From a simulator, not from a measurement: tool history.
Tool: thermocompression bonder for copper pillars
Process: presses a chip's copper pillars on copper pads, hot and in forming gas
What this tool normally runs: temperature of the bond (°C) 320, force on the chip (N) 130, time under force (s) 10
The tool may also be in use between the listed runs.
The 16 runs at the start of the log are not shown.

run   hour  temperature of the bond (°C)  force on the chip (N)  time under force (s)  hours of work since the heater was calibrated  hours of work since the force cell was calibrated  hours of work since the gas filter was changed  force that shears a chip off (N)
 17  112.7                           320                    177                    10                                            619                                                295                                             104                              47.9
 18  120.8                           323                    130                     9                                            624                                                300                                             109                              36.9
 19  125.4                           303                    173                    28                                            627                                                303                                             112                              58.5
 20  134.6                           320                    123                    10                                            633                                                309                                             118                              34.7
 21  141.6                           320                    123                    10                                            637                                                313                                             122                              35.8
 22  149.5                           320                    123                     8                                            642                                                318                                             127                              33.4
 23  155.5                           304                     91                    11                                            646                                                322                                             131                              23.5
 24  163.2                           304                     91                    11                                            651                                                327                                             135                              22.6
 25  171.6                           304                     91                    11                                            656                                                332                                             141                              23.6
 26  181.3                           314                    130                    10                                            662                                                338                                             147                              35.1
 27  190.1                           314                     87                    11                                            667                                                344                                             152                              24.2
 28  198.8                           322                    112                     7                                            673                                                349                                             158                              27.9
 29    209                           322                    112                     7                                            679                                                355                                             164                                29
 30    215                           299                    105                     7                                            683                                                359                                             168                              20.5
 31  223.7                           296                    100                     6                                            688                                                365                                             173                              17.4
 32  233.6                           332                     82                    10                                            695                                                371                                             179                              26.7
 33  240.3                           332                    173                    15                                            699                                                375                                             184                              59.4

4 ways to go on from here, each from the tool as it stands after run 33. What would each give?
  A  245.5                           341                    184                    27                                            702                                                378                                             187                                 ?
  B  245.5                           332                    173                     5                                            702                                                378                                             187                                 ?
  C  245.5                           338                     83                    15                                            702                                                378                                             187                                 ?
  D  245.5                           334                    145                    20                                            702                                                378                                             187                                 ?

run  force that shears a chip off (N)
  A                                76
  B                                40
  C                              35.3
  D                              59.7
Without the tool's unlogged condition, the same runs would have read:
run  force that shears a chip off (N)
  A                              81.2
  B                              43.6
  C                              38.6
  D                              64.5
